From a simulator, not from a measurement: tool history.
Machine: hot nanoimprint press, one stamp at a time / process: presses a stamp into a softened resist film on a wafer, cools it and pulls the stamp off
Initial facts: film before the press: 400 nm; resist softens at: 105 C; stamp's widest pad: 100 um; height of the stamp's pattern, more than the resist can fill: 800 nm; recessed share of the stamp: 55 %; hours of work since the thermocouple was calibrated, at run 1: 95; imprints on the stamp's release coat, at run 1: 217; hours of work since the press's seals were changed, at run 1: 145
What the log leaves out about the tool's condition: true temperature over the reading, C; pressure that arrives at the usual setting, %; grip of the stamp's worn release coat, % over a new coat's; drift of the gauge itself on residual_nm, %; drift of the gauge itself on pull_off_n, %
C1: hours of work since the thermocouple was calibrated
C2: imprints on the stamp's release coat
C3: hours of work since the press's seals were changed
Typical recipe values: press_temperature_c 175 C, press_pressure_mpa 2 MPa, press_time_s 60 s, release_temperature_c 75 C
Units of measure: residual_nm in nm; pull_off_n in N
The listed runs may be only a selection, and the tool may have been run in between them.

run 1 day=0 | press_temperature_c=175 press_pressure_mpa=2 press_time_s=60 release_temperature_c=75 | C1=95 C2=217 C3=145 | residual_nm=197.9 pull_off_n=165
run 2 day=0.221 | press_temperature_c=175 press_pressure_mpa=2 press_time_s=60 release_temperature_c=75 | C1=97 C2=231 C3=148 | residual_nm=196.4 pull_off_n=163
run 3 day=0.517 | press_temperature_c=175 press_pressure_mpa=2 press_time_s=52 release_temperature_c=75 | C1=100 C2=249 C3=151 | residual_nm=206 pull_off_n=166
run 4 day=0.7 | press_temperature_c=175 press_pressure_mpa=2 press_time_s=73 release_temperature_c=75 | C1=103 C2=260 C3=153 | residual_nm=184.3 pull_off_n=164
run 5 day=0.921 | press_temperature_c=175 press_pressure_mpa=2 press_time_s=73 release_temperature_c=75 | C1=105 C2=274 C3=155 | residual_nm=185.9 pull_off_n=166
run 6 day=1.25 | press_temperature_c=175 press_pressure_mpa=2 press_time_s=60 release_temperature_c=75 | C1=109 C2=294 C3=159 | residual_nm=198 pull_off_n=164
run 7 day=1.604 | press_temperature_c=175 press_pressure_mpa=2 press_time_s=60 release_temperature_c=75 | C1=113 C2=316 C3=163 | residual_nm=198.8 pull_off_n=165
run 8 day=1.879 | press_temperature_c=175 press_pressure_mpa=2 press_time_s=60 release_temperature_c=65 | C1=116 C2=333 C3=166 | residual_nm=198.3 pull_off_n=197
run 9 day=2.296 | press_temperature_c=175 press_pressure_mpa=2 press_time_s=60 release_temperature_c=65 | C1=120 C2=358 C3=171 | residual_nm=199.1 pull_off_n=202
run 10 day=2.646 | press_temperature_c=175 press_pressure_mpa=2 press_time_s=60 release_temperature_c=65 | C1=124 C2=380 C3=175 | residual_nm=198.4 pull_off_n=201
run 11 day=2.871 | press_temperature_c=175 press_pressure_mpa=2 press_time_s=60 release_temperature_c=65 | C1=127 C2=393 C3=177 | residual_nm=201.5 pull_off_n=202
run 12 day=3.142 | press_temperature_c=175 press_pressure_mpa=2 press_time_s=60 release_temperature_c=75 | C1=130 C2=410 C3=180 | residual_nm=199.4 pull_off_n=163
run 13 day=3.471 | press_temperature_c=175 press_pressure_mpa=2 press_time_s=60 release_temperature_c=75 | C1=133 C2=430 C3=184 | residual_nm=200.6 pull_off_n=165
run 14 day=3.808 | press_temperature_c=175 press_pressure_mpa=2 press_time_s=60 release_temperature_c=67 | C1=137 C2=451 C3=188 | residual_nm=203.9 pull_off_n=198
run 15 day=4.012 | press_temperature_c=175 press_pressure_mpa=2 press_time_s=60 release_temperature_c=67 | C1=140 C2=464 C3=190 | residual_nm=200.9 pull_off_n=192
run 16 day=4.45 | press_temperature_c=175 press_pressure_mpa=2.05 press_time_s=60 release_temperature_c=82 | C1=144 C2=490 C3=195 | residual_nm=198.6 pull_off_n=142
run 17 day=4.833 | press_temperature_c=186 press_pressure_mpa=2.83 press_time_s=93 release_temperature_c=83 | C1=149 C2=514 C3=199 | residual_nm=102.4 pull_off_n=140
run 18 day=5.229 | press_temperature_c=168 press_pressure_mpa=2 press_time_s=60 release_temperature_c=71 | C1=153 C2=538 C3=204 | residual_nm=246.7 pull_off_n=179
-- day=5.412 gauge calibrated
run 19 day=5.671 | press_temperature_c=175 press_pressure_mpa=2 press_time_s=60 release_temperature_c=82 | C1=158 C2=565 C3=209 | residual_nm=197.9 pull_off_n=141
run 20 day=6.096 | press_temperature_c=185 press_pressure_mpa=2.42 press_time_s=50 release_temperature_c=82 | C1=163 C2=591 C3=213 | residual_nm=143.5 pull_off_n=149
run 21 day=6.5 | press_temperature_c=185 press_pressure_mpa=2.42 press_time_s=50 release_temperature_c=82 | C1=167 C2=616 C3=218 | residual_nm=143.7 pull_off_n=140
run 22 day=6.746 | press_temperature_c=175 press_pressure_mpa=3.17 press_time_s=31 release_temperature_c=78 | C1=170 C2=631 C3=221 | residual_nm=197.9 pull_off_n=153
run 23 day=6.983 | press_temperature_c=175 press_pressure_mpa=2 press_time_s=60 release_temperature_c=75 | C1=173 C2=646 C3=223 | residual_nm=199.6 pull_off_n=166
run 24 day=7.304 | press_temperature_c=168 press_pressure_mpa=1.26 press_time_s=69 release_temperature_c=82 | C1=176 C2=666 C3=227 | residual_nm=280.6 pull_off_n=135
run 25 day=7.604 | press_temperature_c=168 press_pressure_mpa=1.26 press_time_s=69 release_temperature_c=82 | C1=180 C2=684 C3=230 | residual_nm=282 pull_off_n=146
run 26 day=7.971 | press_temperature_c=175 press_pressure_mpa=1.24 press_time_s=70 release_temperature_c=77 | C1=184 C2=706 C3=234 | residual_nm=238.2 pull_off_n=160
run 27 day=8.292 | press_temperature_c=175 press_pressure_mpa=1.45 press_time_s=60 release_temperature_c=75 | C1=187 C2=726 C3=238 | residual_nm=232.5 pull_off_n=170
run 28 day=8.617 | press_temperature_c=175 press_pressure_mpa=1.45 press_time_s=60 release_temperature_c=75 | C1=191 C2=746 C3=241 | residual_nm=231.6 pull_off_n=161
run 29 day=8.958 | press_temperature_c=175 press_pressure_mpa=1.45 press_time_s=60 release_temperature_c=75 | C1=195 C2=767 C3=245 | residual_nm=231.9 pull_off_n=164
run 30 day=9.404 | press_temperature_c=175 press_pressure_mpa=2 press_time_s=94 release_temperature_c=75 | C1=200 C2=795 C3=250 | residual_nm=173.7 pull_off_n=167

Measured minus without-hidden-state, run by run (identical run-to-run variation in each term; gauge scatter may differ):
run=1 residual_nm=+0
run=2 residual_nm=+0.2
run=3 residual_nm=+0.4
run=4 residual_nm=+0.5
run=5 residual_nm=+0.8
run=6 residual_nm=+1
run=7 residual_nm=+1.4
run=8 residual_nm=+1.5
run=9 residual_nm=+1.9
run=10 residual_nm=+2.2
run=11 residual_nm=+2.5
run=12 residual_nm=+2.6
run=13 residual_nm=+3
run=14 residual_nm=+3.2
run=15 residual_nm=+3.4
run=16 residual_nm=+3.8
run=17 residual_nm=+2.1
run=18 residual_nm=+5.4
run=19 residual_nm=+0.2
run=20 residual_nm=+0.4
run=21 residual_nm=+0.7
run=22 residual_nm=+1.1
run=23 residual_nm=+1.3
run=24 residual_nm=+2.2
run=25 residual_nm=+2.6
run=26 residual_nm=+2.6
run=27 residual_nm=+2.8
run=28 residual_nm=+3.1
run=29 residual_nm=+3.5
run=30 residual_nm=+2.9
pull_off_n without the hidden state stays within 1 N of what was measured, in all runs.
